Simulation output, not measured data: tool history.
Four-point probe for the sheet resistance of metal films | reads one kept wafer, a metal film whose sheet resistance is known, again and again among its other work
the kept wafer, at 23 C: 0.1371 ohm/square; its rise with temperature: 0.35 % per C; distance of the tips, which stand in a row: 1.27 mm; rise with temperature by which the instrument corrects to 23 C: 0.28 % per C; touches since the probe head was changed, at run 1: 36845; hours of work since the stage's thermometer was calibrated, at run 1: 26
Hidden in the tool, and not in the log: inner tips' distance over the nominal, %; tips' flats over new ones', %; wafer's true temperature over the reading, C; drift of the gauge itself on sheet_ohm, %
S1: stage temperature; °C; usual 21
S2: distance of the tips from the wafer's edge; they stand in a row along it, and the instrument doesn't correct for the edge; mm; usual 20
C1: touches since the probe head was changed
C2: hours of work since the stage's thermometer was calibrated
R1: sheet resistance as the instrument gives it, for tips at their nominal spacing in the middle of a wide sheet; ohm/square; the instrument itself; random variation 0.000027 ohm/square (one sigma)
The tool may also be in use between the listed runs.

run	hour	S1	S2	C1	C2	R1
1	0.0	21	20	36845	26	0.137204
2	23.6	21	20	37720	44	0.137155
3	35.3	22	20	38157	52	0.137251
4	49.9	21	20	38696	63	0.137170
5	65.6	26	20	39280	75	0.137659
6	77.3	26	20	39716	83	0.137677
7	96.2	29	20	40416	97	0.137942
8	114.4	21	6	41090	111	0.140115
9	130.2	21	13	41679	123	0.137510
10	145.3	21	20	42239	134	0.137121
11	161.8	21	20	42853	146	0.137155
12	181.0	21	20	43564	160	0.137123
13	198.3	21	20	44205	173	0.137077
14	212.7	28	20	44743	184	0.137729
15	235.5	28	20	45588	200	0.137695
16	250.7	21	20	46152	212	0.137087
17	274.8	21	20	47047	229	0.137041
18	289.8	21	20	47603	241	0.136978
19	303.7	21	20	48120	251	0.137006
20	323.9	21	20	48868	266	0.137005
21	343.1	21	20	49583	280	0.136979
22	359.3	21	20	50182	292	0.137020
23	374.0	20	20	50727	303	0.136911
24	392.4	33	42	51413	316	0.137861
25	413.6	28	27	52200	332	0.137468
26	425.1	28	27	52625	341	0.137464
27	437.3	21	8	53077	350	0.138461
28	456.0	26	5	53774	363	0.141711
29	472.1	24	14	54372	375	0.137512
30	495.3	29	35	55231	392	0.137429
31	517.6	29	35	56060	409	0.137414
32	528.6	21	6	56466	417	0.139783
33	550.2	21	11	57270	433	0.137505
34	573.0	21	11	58116	450	0.137543
35	584.6	29	26	58546	459	0.137479
36	603.8	29	26	59260	473	0.137449
37	620.5	29	26	59880	485	0.137426
38	632.2	26	22	60315	494	0.137230
39	654.0	25	70	61125	510	0.136883
40	664.4	20	12	61511	518	0.137207
41	686.1	20	12	62315	534	0.137150
42	710.2	21	4	63208	551	0.143440
43	732.2	21	30	64024	568	0.136536
44	746.5	25	48	64556	578	0.136867

Hidden state or all else? Some run-to-run changes of R1, split into what the settings, what came in and random variation would give without the hidden state, and what is left for the hidden state (with any gauge scatter that isn't in both results):
Run 1 -> 2: no setting changed, nothing entered. R1 -0.000049 ohm/square: hidden state -0.000019, all else -0.000030.
Run 27 -> 28: S1 21 -> 26, S2 8 -> 5. R1 +0.003250 ohm/square: hidden state -0.000018, all else +0.003268.
Run 28 -> 29: S1 26 -> 24, S2 5 -> 14. R1 -0.004199 ohm/square: hidden state -0.000003, all else -0.004196.
Run 41 -> 42: S1 20 -> 21, S2 12 -> 4. R1 +0.006290 ohm/square: hidden state -0.000037, all else +0.006327.
Run 42 -> 43: S2 4 -> 30. R1 -0.006904 ohm/square: hidden state +0.000006, all else -0.006910.
